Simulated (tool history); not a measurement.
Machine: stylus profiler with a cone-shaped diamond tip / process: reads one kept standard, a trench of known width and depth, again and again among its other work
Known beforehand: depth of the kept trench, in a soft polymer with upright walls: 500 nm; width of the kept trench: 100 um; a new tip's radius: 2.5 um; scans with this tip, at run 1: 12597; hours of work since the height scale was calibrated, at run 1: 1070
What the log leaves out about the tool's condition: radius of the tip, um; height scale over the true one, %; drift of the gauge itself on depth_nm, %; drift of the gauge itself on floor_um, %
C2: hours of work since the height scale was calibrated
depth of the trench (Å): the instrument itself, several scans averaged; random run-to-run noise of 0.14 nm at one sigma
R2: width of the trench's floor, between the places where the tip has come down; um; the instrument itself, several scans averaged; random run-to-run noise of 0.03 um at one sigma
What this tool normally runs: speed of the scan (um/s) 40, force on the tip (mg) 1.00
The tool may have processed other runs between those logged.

Run 1, hour 0.0: usual settings; scans with this tip 12597; C2 1070. Result: depth of the trench (Å) 5022.7, R2 96.73 um.
Run 2, hour 44.5: usual settings; scans with this tip 12862; C2 1092. Result: depth of the trench (Å) 5023.4, R2 96.78 um.
Run 3, hour 99.1: usual settings; scans with this tip 13187; C2 1120. Result: depth of the trench (Å) 5023.8, R2 96.72 um.
Run 4, hour 157.7: usual settings; scans with this tip 13536; C2 1150. Result: depth of the trench (Å) 5024.6, R2 96.72 um.
Run 5, hour 206.9: usual settings; scans with this tip 13828; C2 1174. Result: depth of the trench (Å) 5024.7, R2 96.74 um.
Run 6, hour 261.4: usual settings but speed of the scan (um/s) 23; scans with this tip 14152; C2 1202. Result: depth of the trench (Å) 5023.5, R2 96.89 um.
Run 7, hour 336.3: usual settings but speed of the scan (um/s) 23; scans with this tip 14597; C2 1240. Result: depth of the trench (Å) 5021.0, R2 96.86 um.
Run 8, hour 404.3: usual settings but speed of the scan (um/s) 23; scans with this tip 15002; C2 1274. Result: depth of the trench (Å) 5023.2, R2 96.85 um.
Run 9, hour 455.3: usual settings but speed of the scan (um/s) 70, force on the tip (mg) 1.82; scans with this tip 15305; C2 1300. Result: depth of the trench (Å) 5035.7, R2 96.67 um.
Run 10, hour 506.4: usual settings but speed of the scan (um/s) 70, force on the tip (mg) 1.82; scans with this tip 15609; C2 1326. Result: depth of the trench (Å) 5035.3, R2 96.71 um.
Run 11, hour 572.7: usual settings but speed of the scan (um/s) 49, force on the tip (mg) 0.65; scans with this tip 16003; C2 1359. Result: depth of the trench (Å) 5016.1, R2 96.64 um.
Run 12, hour 609.8: usual settings but speed of the scan (um/s) 38, force on the tip (mg) 1.37; scans with this tip 16224; C2 1378. Result: depth of the trench (Å) 5029.7, R2 96.81 um.
Run 13, hour 673.7: usual settings but speed of the scan (um/s) 139, force on the tip (mg) 2.31; scans with this tip 16604; C2 1410. Result: depth of the trench (Å) 5042.3, R2 96.39 um.

Predict each of these 5 candidate next runs independently; none follows another, all start after run 13:
Run A, hour 739.2: usual settings but speed of the scan (um/s) 149, force on the tip (mg) 1.01; scans with this tip 16993; C2 1443. Result: depth of the trench (Å) ?, R2 ?.
Run B, hour 739.2: usual settings but force on the tip (mg) 0.92; scans with this tip 16993; C2 1443. Result: depth of the trench (Å) ?, R2 ?.
Run C, hour 739.2: usual settings but speed of the scan (um/s) 53, force on the tip (mg) 0.40; scans with this tip 16993; C2 1443. Result: depth of the trench (Å) ?, R2 ?.
Run D, hour 739.2: usual settings but speed of the scan (um/s) 12, force on the tip (mg) 0.69; scans with this tip 16993; C2 1443. Result: depth of the trench (Å) ?, R2 ?.
Run E, hour 739.2: usual settings but speed of the scan (um/s) 13, force on the tip (mg) 0.58; scans with this tip 16993; C2 1443. Result: depth of the trench (Å) ?, R2 ?.

run  depth of the trench (Å)     R2
  A                   5020.0  96.10
  B                   5022.0  96.73
  C                   5012.0  96.54
  D                   5017.4  96.84
  E                   5017.1  96.88
The same runs, with their run-to-run variation unchanged, on a tool lacking any hidden condition would have given:
run  depth of the trench (Å)     R2
  A                   5020.3  96.12
  B                   5022.3  96.75
  C                   5012.3  96.56
  D                   5017.7  96.86
  E                   5017.4  96.90
